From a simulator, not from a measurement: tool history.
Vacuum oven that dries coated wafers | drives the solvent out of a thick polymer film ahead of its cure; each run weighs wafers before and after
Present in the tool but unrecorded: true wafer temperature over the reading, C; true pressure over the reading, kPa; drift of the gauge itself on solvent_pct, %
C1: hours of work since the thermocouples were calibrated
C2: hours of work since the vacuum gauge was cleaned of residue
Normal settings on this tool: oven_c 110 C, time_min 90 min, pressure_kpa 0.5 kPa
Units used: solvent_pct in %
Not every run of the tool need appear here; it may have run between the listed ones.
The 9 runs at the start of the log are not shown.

run 10 day=13.633 | oven_c=110 time_min=70 pressure_kpa=0.5 | C1=1225 C2=782 | solvent_pct=2.31
run 11 day=15.017 | oven_c=110 time_min=70 pressure_kpa=0.931 | C1=1238 C2=796 | solvent_pct=2.41
run 12 day=17.004 | oven_c=110 time_min=90 pressure_kpa=0.5 | C1=1257 C2=815 | solvent_pct=1.48
run 13 day=18.938 | oven_c=110 time_min=90 pressure_kpa=0.5 | C1=1276 C2=833 | solvent_pct=1.5
-- day=20.058 oven's thermocouples calibrated
run 14 day=20.512 | oven_c=110 time_min=90 pressure_kpa=0.5 | C1=4 C2=848 | solvent_pct=1.37
run 15 day=21.925 | oven_c=110 time_min=90 pressure_kpa=0.5 | C1=18 C2=862 | solvent_pct=1.24
run 16 day=23.017 | oven_c=110 time_min=90 pressure_kpa=0.5 | C1=29 C2=872 | solvent_pct=1.36
run 17 day=24.829 | oven_c=110 time_min=90 pressure_kpa=0.5 | C1=46 C2=890 | solvent_pct=1.32
run 18 day=26.362 | oven_c=110 time_min=90 pressure_kpa=0.5 | C1=61 C2=904 | solvent_pct=1.32
-- day=27.996 oven's thermocouples calibrated, once more
run 19 day=28.046 | oven_c=110 time_min=90 pressure_kpa=1.826 | C1=0 C2=920 | solvent_pct=2.69
run 20 day=29.754 | oven_c=110 time_min=90 pressure_kpa=0.5 | C1=17 C2=936 | solvent_pct=1.95
run 21 day=31.4 | oven_c=110 time_min=90 pressure_kpa=0.5 | C1=33 C2=952 | solvent_pct=1.85
run 22 day=32.421 | oven_c=110 time_min=90 pressure_kpa=0.5 | C1=43 C2=962 | solvent_pct=1.82
run 23 day=33.408 | oven_c=110 time_min=90 pressure_kpa=0.5 | C1=52 C2=972 | solvent_pct=1.83
run 24 day=35.038 | oven_c=111 time_min=90 pressure_kpa=0.461 | C1=68 C2=987 | solvent_pct=1.67

Run 25, settings as shown, results not yet in. Your forecast:
run 25 day=36.421 | oven_c=111 time_min=90 pressure_kpa=0.461 | C1=81 C2=1001 | solvent_pct=?

Run 25 gave solvent_pct 1.68 %.
With the hidden condition absent and the run-to-run variation left alone, this run would have shown solvent_pct 1.45 %.
